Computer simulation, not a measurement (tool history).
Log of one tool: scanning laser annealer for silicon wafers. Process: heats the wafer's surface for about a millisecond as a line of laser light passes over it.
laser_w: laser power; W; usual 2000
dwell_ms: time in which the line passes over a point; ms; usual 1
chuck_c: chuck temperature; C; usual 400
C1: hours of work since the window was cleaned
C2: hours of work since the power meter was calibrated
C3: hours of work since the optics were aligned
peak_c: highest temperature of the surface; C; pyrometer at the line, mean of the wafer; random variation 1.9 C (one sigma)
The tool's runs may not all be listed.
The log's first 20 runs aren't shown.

run 21 hour=663.4 | laser_w=1705 dwell_ms=1 chuck_c=400 | C1=334 C2=747 C3=804 | peak_c=981
run 22 hour=711.8 | laser_w=1944 dwell_ms=1.09 chuck_c=367 | C1=354 C2=767 C3=824 | peak_c=1076
run 23 hour=757.9 | laser_w=1715 dwell_ms=1.22 chuck_c=381 | C1=373 C2=785 C3=843 | peak_c=1032
run 24 hour=795.8 | laser_w=2000 dwell_ms=0.95 chuck_c=388 | C1=388 C2=801 C3=858 | peak_c=1064
run 25 hour=839.3 | laser_w=2000 dwell_ms=0.95 chuck_c=388 | C1=406 C2=819 C3=876 | peak_c=1060
run 26 hour=870.1 | laser_w=2000 dwell_ms=0.95 chuck_c=388 | C1=419 C2=831 C3=888 | peak_c=1060
run 27 hour=916.9 | laser_w=1971 dwell_ms=0.83 chuck_c=362 | C1=438 C2=851 C3=908 | peak_c=973
run 28 hour=968.4 | laser_w=2155 dwell_ms=0.83 chuck_c=362 | C1=459 C2=872 C3=929 | peak_c=1036
run 29 hour=1003 | laser_w=1927 dwell_ms=1.02 chuck_c=394 | C1=473 C2=886 C3=943 | peak_c=1057
-- hour=1035.3 window over the wafer cleaned
run 30 hour=1045.2 | laser_w=1927 dwell_ms=1.02 chuck_c=394 | C1=4 C2=902 C3=959 | peak_c=1100
run 31 hour=1066.9 | laser_w=1927 dwell_ms=1.02 chuck_c=394 | C1=13 C2=911 C3=968 | peak_c=1102
run 32 hour=1106.9 | laser_w=1927 dwell_ms=1.02 chuck_c=394 | C1=29 C2=927 C3=985 | peak_c=1102
run 33 hour=1132.2 | laser_w=1927 dwell_ms=1.02 chuck_c=394 | C1=40 C2=938 C3=995 | peak_c=1102
run 34 hour=1177.4 | laser_w=1927 dwell_ms=1.02 chuck_c=394 | C1=58 C2=956 C3=1013 | peak_c=1093
run 35 hour=1229.5 | laser_w=1927 dwell_ms=0.77 chuck_c=394 | C1=79 C2=978 C3=1035 | peak_c=994
run 36 hour=1254.1 | laser_w=1927 dwell_ms=0.82 chuck_c=394 | C1=90 C2=988 C3=1045 | peak_c=1015
run 37 hour=1293.8 | laser_w=1850 dwell_ms=0.8 chuck_c=400 | C1=106 C2=1004 C3=1061 | peak_c=981
run 38 hour=1332.3 | laser_w=1748 dwell_ms=1.12 chuck_c=394 | C1=122 C2=1020 C3=1077 | peak_c=1050
run 39 hour=1359.1 | laser_w=2193 dwell_ms=1.12 chuck_c=440 | C1=133 C2=1031 C3=1088 | peak_c=1292
run 40 hour=1380.8 | laser_w=2193 dwell_ms=1.12 chuck_c=440 | C1=141 C2=1040 C3=1097 | peak_c=1290

Forecast each of these 5 alternatives for the next run:
run A hour=1407.9 | laser_w=1902 dwell_ms=0.96 chuck_c=400 | C1=153 C2=1051 C3=1108 | peak_c=?
run B hour=1407.9 | laser_w=1736 dwell_ms=1.02 chuck_c=377 | C1=153 C2=1051 C3=1108 | peak_c=?
run C hour=1407.9 | laser_w=2003 dwell_ms=1 chuck_c=396 | C1=153 C2=1051 C3=1108 | peak_c=?
run D hour=1407.9 | laser_w=1827 dwell_ms=0.78 chuck_c=400 | C1=153 C2=1051 C3=1108 | peak_c=?
run E hour=1407.9 | laser_w=2193 dwell_ms=1.13 chuck_c=440 | C1=153 C2=1051 C3=1108 | peak_c=?

run=A peak_c=1057
run=B peak_c=993
run=C peak_c=1113
run=D peak_c=962
run=E peak_c=1293
Without the tool's hidden state the same runs would have given:
run=A peak_c=1076
run=B peak_c=1011
run=C peak_c=1134
run=D peak_c=978
run=E peak_c=1318
